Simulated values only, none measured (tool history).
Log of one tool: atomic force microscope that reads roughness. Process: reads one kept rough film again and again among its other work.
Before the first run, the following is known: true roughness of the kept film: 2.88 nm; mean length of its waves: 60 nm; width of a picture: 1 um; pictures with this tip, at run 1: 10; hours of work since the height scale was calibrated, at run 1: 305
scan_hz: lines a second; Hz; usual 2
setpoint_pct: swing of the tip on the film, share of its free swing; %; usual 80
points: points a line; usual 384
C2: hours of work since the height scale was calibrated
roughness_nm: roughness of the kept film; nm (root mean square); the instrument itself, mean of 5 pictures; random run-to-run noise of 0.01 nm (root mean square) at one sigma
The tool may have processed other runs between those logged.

{"run": 1, "hour": 0.0, "scan_hz": 2, "setpoint_pct": 80, "points": 384, "pictures with this tip": 10, "C2": 305, "roughness_nm": 2.383}
{"run": 2, "hour": 22.1, "scan_hz": 2, "setpoint_pct": 80, "points": 384, "pictures with this tip": 38, "C2": 315, "roughness_nm": 2.379}
{"run": 3, "hour": 42.5, "scan_hz": 2, "setpoint_pct": 80, "points": 384, "pictures with this tip": 64, "C2": 324, "roughness_nm": 2.38}
{"run": 4, "hour": 72.8, "scan_hz": 2, "setpoint_pct": 80, "points": 384, "pictures with this tip": 103, "C2": 337, "roughness_nm": 2.369}
{"run": 5, "hour": 98.7, "scan_hz": 2, "setpoint_pct": 80, "points": 384, "pictures with this tip": 136, "C2": 348, "roughness_nm": 2.364}
{"run": 6, "hour": 135.1, "scan_hz": 2, "setpoint_pct": 80, "points": 384, "pictures with this tip": 183, "C2": 364, "roughness_nm": 2.374}
{"hour": 158.1, "done": "new tip fitted"}
{"run": 7, "hour": 162.9, "scan_hz": 2, "setpoint_pct": 59, "points": 384, "pictures with this tip": 6, "C2": 376, "roughness_nm": 2.671}
{"run": 8, "hour": 205.4, "scan_hz": 2, "setpoint_pct": 59, "points": 384, "pictures with this tip": 60, "C2": 394, "roughness_nm": 2.66}
{"run": 9, "hour": 251.3, "scan_hz": 2, "setpoint_pct": 59, "points": 384, "pictures with this tip": 119, "C2": 414, "roughness_nm": 2.672}
{"run": 10, "hour": 288.2, "scan_hz": 2, "setpoint_pct": 59, "points": 384, "pictures with this tip": 166, "C2": 430, "roughness_nm": 2.7}
{"hour": 323.5, "done": "new tip fitted"}
{"run": 11, "hour": 335.0, "scan_hz": 2, "setpoint_pct": 59, "points": 384, "pictures with this tip": 15, "C2": 450, "roughness_nm": 2.66}
{"run": 12, "hour": 356.8, "scan_hz": 2, "setpoint_pct": 63, "points": 384, "pictures with this tip": 43, "C2": 460, "roughness_nm": 2.643}
{"run": 13, "hour": 382.8, "scan_hz": 1.17, "setpoint_pct": 80, "points": 437, "pictures with this tip": 76, "C2": 471, "roughness_nm": 2.542}
{"run": 14, "hour": 416.9, "scan_hz": 1.17, "setpoint_pct": 80, "points": 437, "pictures with this tip": 119, "C2": 486, "roughness_nm": 2.52}
{"run": 15, "hour": 449.9, "scan_hz": 1.17, "setpoint_pct": 80, "points": 437, "pictures with this tip": 162, "C2": 500, "roughness_nm": 2.548}
{"run": 16, "hour": 476.6, "scan_hz": 1.17, "setpoint_pct": 80, "points": 437, "pictures with this tip": 196, "C2": 512, "roughness_nm": 2.534}
{"hour": 489.8, "done": "new tip fitted"}
{"run": 17, "hour": 508.3, "scan_hz": 3.75, "setpoint_pct": 60, "points": 844, "pictures with this tip": 24, "C2": 525, "roughness_nm": 2.533}
{"run": 18, "hour": 535.1, "scan_hz": 1.44, "setpoint_pct": 81, "points": 844, "pictures with this tip": 58, "C2": 537, "roughness_nm": 2.462}
{"run": 19, "hour": 577.7, "scan_hz": 2, "setpoint_pct": 80, "points": 294, "pictures with this tip": 113, "C2": 555, "roughness_nm": 2.382}
{"run": 20, "hour": 598.9, "scan_hz": 2, "setpoint_pct": 80, "points": 294, "pictures with this tip": 140, "C2": 565, "roughness_nm": 2.365}

Branching from run 20: 5 alternative next runs. What would each branch give?
{"run": "A", "hour": 628.4, "scan_hz": 2, "setpoint_pct": 80, "points": 736, "pictures with this tip": 178, "C2": 577, "roughness_nm": "?"}
{"run": "B", "hour": 628.4, "scan_hz": 2, "setpoint_pct": 67, "points": 550, "pictures with this tip": 178, "C2": 577, "roughness_nm": "?"}
{"run": "C", "hour": 628.4, "scan_hz": 0.94, "setpoint_pct": 55, "points": 802, "pictures with this tip": 178, "C2": 577, "roughness_nm": "?"}
{"run": "D", "hour": 628.4, "scan_hz": 3.43, "setpoint_pct": 72, "points": 867, "pictures with this tip": 178, "C2": 577, "roughness_nm": "?"}
{"run": "E", "hour": 628.4, "scan_hz": 2, "setpoint_pct": 80, "points": 986, "pictures with this tip": 178, "C2": 577, "roughness_nm": "?"}

run=A roughness_nm=2.388
run=B roughness_nm=2.568
run=C roughness_nm=2.745
run=D roughness_nm=2.339
run=E roughness_nm=2.379
The same runs, with their run-to-run variation unchanged, on a tool lacking any hidden condition would have given:
run=A roughness_nm=2.391
run=B roughness_nm=2.572
run=C roughness_nm=2.748
run=D roughness_nm=2.342
run=E roughness_nm=2.382
